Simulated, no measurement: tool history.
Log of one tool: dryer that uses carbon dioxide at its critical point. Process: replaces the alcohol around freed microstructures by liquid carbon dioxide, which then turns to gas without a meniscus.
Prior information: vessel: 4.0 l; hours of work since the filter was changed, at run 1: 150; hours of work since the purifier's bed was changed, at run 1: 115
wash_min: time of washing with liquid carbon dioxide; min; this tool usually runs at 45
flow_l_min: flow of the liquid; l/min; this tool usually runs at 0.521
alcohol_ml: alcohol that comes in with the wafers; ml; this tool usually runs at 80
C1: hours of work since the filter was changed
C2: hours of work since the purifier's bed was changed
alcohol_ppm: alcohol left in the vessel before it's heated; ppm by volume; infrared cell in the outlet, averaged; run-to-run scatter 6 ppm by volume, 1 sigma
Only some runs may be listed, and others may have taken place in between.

Run 1, day 0.000: usual settings; C1 150; C2 115. Result: alcohol_ppm 361 ppm by volume.
Run 2, day 0.329: usual settings but wash_min 52 min; C1 154; C2 120. Result: alcohol_ppm 215 ppm by volume.
Run 3, day 0.712: usual settings but wash_min 52 min; C1 159; C2 125. Result: alcohol_ppm 213 ppm by volume.
Run 4, day 1.046: usual settings but wash_min 46 min; C1 164; C2 129. Result: alcohol_ppm 349 ppm by volume.
Run 5, day 1.488: usual settings but wash_min 46 min; C1 170; C2 135. Result: alcohol_ppm 352 ppm by volume.
Run 6, day 1.683: usual settings but wash_min 46 min; C1 173; C2 138. Result: alcohol_ppm 365 ppm by volume.
Run 7, day 1.975: usual settings; C1 177; C2 142. Result: alcohol_ppm 394 ppm by volume.
Run 8, day 2.304: usual settings; C1 181; C2 147. Result: alcohol_ppm 391 ppm by volume.
Run 9, day 2.608: usual settings but wash_min 36 min; C1 185; C2 151. Result: alcohol_ppm 860 ppm by volume.
Run 10, day 2.862: usual settings; C1 189; C2 154. Result: alcohol_ppm 408 ppm by volume.
Run 11, day 3.212: usual settings; C1 194; C2 159. Result: alcohol_ppm 410 ppm by volume.
Run 12, day 3.583: usual settings but flow_l_min 0.324 l/min; C1 199; C2 164. Result: alcohol_ppm 1689 ppm by volume.
Run 13, day 3.846: usual settings but flow_l_min 0.324 l/min; C1 202; C2 168. Result: alcohol_ppm 1724 ppm by volume.
Run 14, day 4.071: usual settings but flow_l_min 0.324 l/min; C1 205; C2 171. Result: alcohol_ppm 1681 ppm by volume.
Run 15, day 4.312: usual settings but flow_l_min 0.330 l/min; C1 209; C2 174. Result: alcohol_ppm 1693 ppm by volume.
Run 16, day 4.738: usual settings but wash_min 33 min, flow_l_min 0.392 l/min, alcohol_ml 45 ml; C1 214; C2 180. Result: alcohol_ppm 1294 ppm by volume.
Run 17, day 4.938: usual settings but wash_min 33 min, flow_l_min 0.392 l/min, alcohol_ml 45 ml; C1 217; C2 183. Result: alcohol_ppm 1309 ppm by volume.

Expected results for the next run?
Run 18, day 5.400: usual settings but wash_min 32 min, flow_l_min 0.381 l/min, alcohol_ml 26 ml; C1 224; C2 189. Result: alcohol_ppm ?.

{"run 18": {"alcohol_ppm": 907}}
On a tool with no hidden condition, and with the same random variation, this run would have come out at alcohol_ppm 627 ppm by volume.
